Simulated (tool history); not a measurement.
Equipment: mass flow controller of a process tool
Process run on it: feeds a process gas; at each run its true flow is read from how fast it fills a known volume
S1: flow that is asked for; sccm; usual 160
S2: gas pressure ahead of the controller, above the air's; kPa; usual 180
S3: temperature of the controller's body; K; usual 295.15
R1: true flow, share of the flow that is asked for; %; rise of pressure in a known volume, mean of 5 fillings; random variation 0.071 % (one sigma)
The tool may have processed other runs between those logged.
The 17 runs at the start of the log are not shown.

run,hour,S1,S2,S3,R1
18,3898,160,180,295.15,96.9
19,4194.4,160,180,295.15,96.77
# hour 4212.5: controller's zero set anew
20,4338.8,43,180,294.15,92.73
21,4555.4,160,163,295.15,96.52
# hour 4632.4: controller's zero set anew, once more
22,4852,160,163,295.15,97.64
23,5082.4,160,163,295.15,97.37
24,5288.2,160,163,295.15,97.35
25,5417.8,56,175,300.15,97.08
26,5574.2,56,175,300.15,97.02
27,5725.1,160,180,297.15,97.39
28,5936.3,160,187,295.15,96.99
29,6184.9,23,254,298.15,94.97
30,6328.9,40,180,306.15,96.79
31,6610.9,64,180,295.15,95.81
32,6876.2,64,180,295.15,95.68
33,7107.9,64,180,295.15,95.44
34,7400.3,20,180,295.15,92.24

Forecast run 35:
35,7642.9,65,168,294.15,?

R1: 95.04 %
The same run, on a tool lacking any hidden state, would have yielded R1 99.11 %.
